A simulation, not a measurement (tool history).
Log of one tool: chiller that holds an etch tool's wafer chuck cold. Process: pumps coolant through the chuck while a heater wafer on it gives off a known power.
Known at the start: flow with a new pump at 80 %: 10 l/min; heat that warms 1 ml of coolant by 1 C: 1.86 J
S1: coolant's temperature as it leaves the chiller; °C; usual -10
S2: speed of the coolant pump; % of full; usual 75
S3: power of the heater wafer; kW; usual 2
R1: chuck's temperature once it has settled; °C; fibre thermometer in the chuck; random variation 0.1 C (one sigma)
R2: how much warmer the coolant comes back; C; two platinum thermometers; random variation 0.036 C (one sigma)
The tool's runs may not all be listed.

run 1 day=0 | S1=-10 S2=75 S3=2 | R1=6.8 R2=6.96
run 2 day=1.783 | S1=-10 S2=75 S3=2 | R1=6.9 R2=6.97
run 3 day=2.95 | S1=-10 S2=75 S3=2 | R1=7 R2=6.96
run 4 day=3.996 | S1=-10 S2=94 S3=2 | R1=4 R2=5.42
run 5 day=5.262 | S1=-10 S2=94 S3=2 | R1=4 R2=5.34
run 6 day=6.962 | S1=-10 S2=94 S3=2 | R1=4.2 R2=5.41
-- day=7.638 chiller's thermometer calibrated
run 7 day=8.946 | S1=-10 S2=94 S3=1.896 | R1=2.9 R2=5.1
run 8 day=10.45 | S1=-10 S2=90 S3=2 | R1=4 R2=5.67
run 9 day=12.396 | S1=-10 S2=90 S3=2 | R1=4.3 R2=5.62
run 10 day=14.492 | S1=-10 S2=90 S3=2 | R1=4.2 R2=5.75
run 11 day=15.992 | S1=-13 S2=90 S3=2 | R1=1.1 R2=5.65
run 12 day=17.108 | S1=-13 S2=90 S3=2 | R1=1.2 R2=5.74
run 13 day=19.204 | S1=-13 S2=90 S3=2 | R1=1.2 R2=5.66
run 14 day=21.154 | S1=-16 S2=75 S3=1.904 | R1=-0.2 R2=6.68
run 15 day=23.3 | S1=-11 S2=78 S3=1.758 | R1=3.3 R2=5.91
run 16 day=25.488 | S1=-11 S2=78 S3=1.758 | R1=3.2 R2=5.85
run 17 day=27.833 | S1=-11 S2=78 S3=1.758 | R1=3.2 R2=5.86
run 18 day=29.129 | S1=-10 S2=64 S3=2 | R1=9.3 R2=8.33
run 19 day=30.771 | S1=-10 S2=66 S3=2.847 | R1=16.9 R2=11.5
run 20 day=31.896 | S1=-3 S2=89 S3=1.808 | R1=10.1 R2=5.25
run 21 day=33.417 | S1=-3 S2=75 S3=1.997 | R1=13.6 R2=7.05
run 22 day=35.262 | S1=-3 S2=75 S3=1.997 | R1=13.9 R2=7
run 23 day=36.558 | S1=-3 S2=75 S3=1.997 | R1=13.9 R2=7.03
run 24 day=37.792 | S1=-3 S2=75 S3=1.997 | R1=13.9 R2=6.99

4 ways to go on from here, each from the tool as it stands after run 24. What would each give?
run A day=39.788 | S1=-13 S2=70 S3=2 | R1=? R2=?
run B day=39.788 | S1=-3 S2=73 S3=1.997 | R1=? R2=?
run C day=39.788 | S1=-15 S2=75 S3=1.36 | R1=? R2=?
run D day=39.788 | S1=-6 S2=82 S3=1.133 | R1=? R2=?

run=A R1=4.9 R2=7.55
run=B R1=14.2 R2=7.25
run=C R1=-3.6 R2=4.74
run=D R1=2.8 R2=3.58
Without the tool's hidden state the same runs would have given:
run=A R1=3.5 R2=7.43
run=B R1=12.9 R2=7.14
run=C R1=-4.4 R2=4.66
run=D R1=2.2 R2=3.53
